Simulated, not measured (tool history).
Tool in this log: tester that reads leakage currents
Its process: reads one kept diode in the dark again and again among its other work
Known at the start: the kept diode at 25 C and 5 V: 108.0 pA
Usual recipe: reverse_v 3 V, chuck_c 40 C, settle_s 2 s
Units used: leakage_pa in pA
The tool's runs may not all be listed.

run,hour,reverse_v,chuck_c,settle_s,leakage_pa
1,0,3,40,2,263.63
2,162.4,3,40,2,262.03
# hour 192.9: chuck's temperature calibrated
3,244.7,3,40,2,302.59
# hour 351.8: probe card cleaned and baked
4,412,3,40,2,291.46
5,574.6,3,40,2,287.97
6,671.8,3,40,2,286.2
7,777.5,3,40,2,284.2
8,884.7,3,40,2,279.43
9,1048.8,7.1,40,0.43,385.07
10,1181.8,7.1,40,0.43,380.13
11,1327.1,1.55,24,0.64,60.44
12,1401.1,1.55,24,0.64,59.77
13,1515.6,2.08,36,3.87,170.57
14,1584.8,5.72,30,2.85,156.71
15,1663.1,5.72,30,2.85,155.39

Same runs, no hidden state in the tool, same run-to-run variation:
Hidden conditions of the tool in this case: stray current of the dirty probe card, pA a volt; current scale over the true one, %; true chuck temperature over the reading, C; drift of the gauge itself on leakage_pa, %.
run,leakage_pa
1,295.61
2,297.91
3,295.64
4,295.13
5,295.87
6,296.48
7,297.49
8,295.29
9,410.58
10,409.35
11,66.26
12,65.99
13,191.42
14,172.95
15,172.52

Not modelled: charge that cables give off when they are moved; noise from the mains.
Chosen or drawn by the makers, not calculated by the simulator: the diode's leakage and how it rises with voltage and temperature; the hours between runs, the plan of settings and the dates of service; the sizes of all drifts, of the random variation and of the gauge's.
